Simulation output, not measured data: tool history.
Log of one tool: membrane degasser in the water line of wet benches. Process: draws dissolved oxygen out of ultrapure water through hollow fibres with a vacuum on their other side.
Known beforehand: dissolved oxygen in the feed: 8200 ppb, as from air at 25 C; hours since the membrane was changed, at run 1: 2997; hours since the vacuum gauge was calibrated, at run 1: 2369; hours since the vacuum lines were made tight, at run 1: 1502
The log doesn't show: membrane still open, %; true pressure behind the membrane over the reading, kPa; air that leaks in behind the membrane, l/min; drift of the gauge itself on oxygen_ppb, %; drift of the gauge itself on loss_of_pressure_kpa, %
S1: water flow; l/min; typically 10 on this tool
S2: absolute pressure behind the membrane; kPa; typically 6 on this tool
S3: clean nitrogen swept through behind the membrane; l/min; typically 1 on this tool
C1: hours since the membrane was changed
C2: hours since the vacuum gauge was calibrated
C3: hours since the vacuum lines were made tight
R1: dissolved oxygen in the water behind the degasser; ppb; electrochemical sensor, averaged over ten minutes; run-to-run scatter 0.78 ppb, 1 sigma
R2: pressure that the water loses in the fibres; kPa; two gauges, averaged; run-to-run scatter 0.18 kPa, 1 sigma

run    hour  S1     S2    S3    C1    C2    C3     R1     R2
  1       0  10      6     1  2997  2369  1502   72.5  30.66
  2   138.3  10      6     1  3135  2507  1640   72.5  30.73
  3   266.8  10      6     1  3264  2635  1769   71.9  30.71
  4   380.3  10      6     1  3377  2749  1882   72.8  30.49
  5   457.7  10  14.67     1  3455  2826  1959  269.3  30.64
  6   548.6  10      6     1  3546  2917  2050   72.5   30.7
  7   626.3  10      6     1  3623  2995  2128   72.8  30.59
  8   785.9  10      6     1  3783  3154  2288     72  30.55
      844.6  -- vacuum gauge calibrated
  9   912.4  10      6     1  3909    68  2414   72.6  30.55
 10  1056.7  11   6.84     1  4053   212  2558  102.9  34.12
 11  1143.5  10    4.6  0.83  4140   299  2645     46  30.82
 12  1308.6  12   7.93  0.54  4305   464  2810  237.6  36.79
 13  1444.4  12   7.93  0.54  4441   600  2946  240.4  36.88
 14  1529.5  12   7.93  0.54  4526   685  3031  240.7  36.57
 15  1709.6  12   7.93  0.54  4706   865  3211  238.7  36.78
 16  1828.7   9  12.38  2.04  4825   984  3330  103.6  28.03
 17  2005.1  11   5.65  1.53  5002  1160  3506   51.9  33.46
 18  2161.4  11   5.65  1.53  5158  1317  3663   51.6  33.63

Alternative continuations, all from the tool just after run 18; predict every row:
  A  2314.3  13  5.65  0.66  5311  1470  3816   ?   ?
  B  2314.3  11  5.22  1.28  5311  1470  3816   ?   ?
  C  2314.3  11  5.65  0.62  5311  1470  3816   ?   ?
  D  2314.3   9  8.81  0.41  5311  1470  3816   ?   ?
  E  2314.3  11  4.39  1.53  5311  1470  3816   ?   ?

run     R1     R2
  A  123.2  39.96
  B   51.2  33.61
  C  106.1  33.45
  D  265.9   27.8
  E   30.7  33.68
Stripped of hidden state, with their random variation kept, the same runs would have yielded:
run     R1     R2
  A    123  39.91
  B   51.1  33.56
  C  105.9  33.41
  D  265.8  27.77
  E   30.6  33.64

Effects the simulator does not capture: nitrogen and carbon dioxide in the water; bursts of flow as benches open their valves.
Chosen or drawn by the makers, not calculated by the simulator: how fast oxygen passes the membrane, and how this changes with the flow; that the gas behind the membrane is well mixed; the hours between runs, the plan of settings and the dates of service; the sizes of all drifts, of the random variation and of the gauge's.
